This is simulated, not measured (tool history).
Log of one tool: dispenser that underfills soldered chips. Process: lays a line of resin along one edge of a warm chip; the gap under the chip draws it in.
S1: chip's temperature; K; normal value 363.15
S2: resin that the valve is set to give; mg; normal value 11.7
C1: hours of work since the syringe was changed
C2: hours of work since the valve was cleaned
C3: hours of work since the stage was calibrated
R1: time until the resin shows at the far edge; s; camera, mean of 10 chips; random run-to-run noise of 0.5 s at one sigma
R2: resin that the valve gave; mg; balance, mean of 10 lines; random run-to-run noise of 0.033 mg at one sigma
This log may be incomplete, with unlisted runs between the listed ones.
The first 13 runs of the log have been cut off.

run	hour	S1	S2	C1	C2	C3	R1	R2
# hour 104.0: new syringe of resin
# hour 112.4: new syringe of resin
14	112.4	363.15	11.7	0	48	166	41.8	11.32
15	117.8	367.15	11.7	4	52	170	46.7	11.28
# hour 120.8: new syringe of resin
16	126.3	363.15	13.3	4	58	176	53.1	12.77
# hour 129.0: new syringe of resin
17	131.9	360.15	13.3	2	62	180	51.5	12.80
# hour 137.3: new syringe of resin
18	137.9	349.15	13.3	0	66	184	65.6	12.70
# hour 145.5: new syringe of resin
19	149.2	361.15	14.0	3	74	192	51.4	13.29
# hour 154.4: new syringe of resin
20	160.9	373.15	14.4	5	83	200	39.0	13.66
# hour 162.6: dispensing valve cleaned and set on the balance
# hour 164.1: new syringe of resin
21	171.8	348.15	12.4	6	7	208	94.0	12.27
# hour 173.3: new syringe of resin
22	179.4	348.15	12.4	5	12	213	86.8	12.25
# hour 182.3: new syringe of resin
23	188.2	369.15	11.9	4	18	219	44.1	11.74
# hour 190.6: new syringe of resin
# hour 199.1: new syringe of resin
24	199.3	369.15	12.0	0	26	227	34.9	11.75
25	205.2	369.15	12.0	5	30	231	45.5	11.75
# hour 207.4: new syringe of resin
# hour 215.6: new syringe of resin
26	216.2	367.15	11.2	0	38	239	37.7	10.88
# hour 224.4: new syringe of resin
27	225.2	363.15	13.6	1	44	245	43.0	13.15
# hour 233.0: new syringe of resin
28	237.9	363.15	13.6	4	53	254	50.8	12.99
# hour 241.3: new syringe of resin
29	245.1	374.15	10.3	3	58	259	36.5	9.89
# hour 250.0: new syringe of resin
# hour 258.4: new syringe of resin
30	258.7	352.15	11.7	0	68	269	60.3	11.14
# hour 267.5: new syringe of resin
31	271.5	363.15	10.3	3	77	278	51.8	9.70
# hour 275.6: new syringe of resin
# hour 281.4: dispensing valve cleaned and set on the balance
# hour 285.0: new syringe of resin
32	285.4	375.15	14.3	0	3	287	30.0	14.30
# hour 293.3: new syringe of resin
33	297.6	371.15	14.1	3	11	296	39.1	13.95
# hour 301.6: new syringe of resin
34	305.9	371.15	14.1	3	17	302	38.9	13.91
# hour 310.2: new syringe of resin
35	315.9	348.15	9.9	4	24	309	93.0	9.76

3 ways to go on from here, each from the tool as it stands after run 35. What would each give?
# hour 318.4: new syringe of resin
A	323.3	369.15	11.7	4	30	314	?	?
# hour 318.4: new syringe of resin
B	323.3	369.15	11.7	4	30	314	?	?
# hour 318.4: new syringe of resin
C	323.3	363.15	14.4	4	30	314	?	?

run	R1	R2
A	43.6	11.46
B	44.0	11.53
C	51.3	14.14
Without the tool's unlogged condition, the same runs would have read:
run	R1	R2
A	33.4	11.68
B	33.8	11.75
C	39.3	14.42
